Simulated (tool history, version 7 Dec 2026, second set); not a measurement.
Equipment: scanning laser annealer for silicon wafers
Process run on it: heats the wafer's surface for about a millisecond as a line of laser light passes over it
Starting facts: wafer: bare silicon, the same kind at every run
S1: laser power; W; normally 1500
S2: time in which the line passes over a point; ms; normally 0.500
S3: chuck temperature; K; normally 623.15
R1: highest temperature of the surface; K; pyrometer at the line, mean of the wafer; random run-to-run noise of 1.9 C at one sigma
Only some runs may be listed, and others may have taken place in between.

run	hour	S1	S2	S3	R1
1	0.0	1500	0.500	623.15	1438.15
2	12.2	1500	0.428	623.15	1376.15
3	24.2	1500	0.428	623.15	1372.15
4	34.4	1500	0.500	623.15	1437.15
5	40.3	1500	0.500	623.15	1437.15
6	50.5	1500	0.500	623.15	1431.15
7	57.0	1491	0.500	623.15	1429.15
8	65.3	1491	0.500	623.15	1430.15
9	71.6	1491	0.500	623.15	1429.15
10	82.2	1500	0.413	623.15	1356.15
11	92.9	1384	0.415	623.15	1304.15
12	103.1	1384	0.415	623.15	1307.15
13	111.9	1631	0.497	602.15	1470.15
14	124.4	1500	0.500	622.15	1428.15
15	137.9	1500	0.500	622.15	1427.15
16	144.8	1276	0.388	626.15	1232.15
17	156.1	1276	0.388	626.15	1232.15
18	166.4	1332	0.500	623.15	1342.15
19	174.6	1332	0.559	592.15	1350.15
20	188.0	1500	0.360	623.15	1302.15

5 options for the next run, each taken on its own from the tool as it stands now. Forecast them:
A	198.0	1531	0.401	626.15	?
B	198.0	1500	0.367	623.15	?
C	198.0	1503	0.500	623.15	?
D	198.0	1442	0.421	589.15	?
E	198.0	1523	0.536	605.15	?

run	R1
A	1358.15
B	1308.15
C	1423.15
D	1295.15
E	1442.15
Stripped of hidden state, with their random variation kept, the same runs would have yielded:
run	R1
A	1391.15
B	1338.15
C	1459.15
D	1327.15
E	1479.15
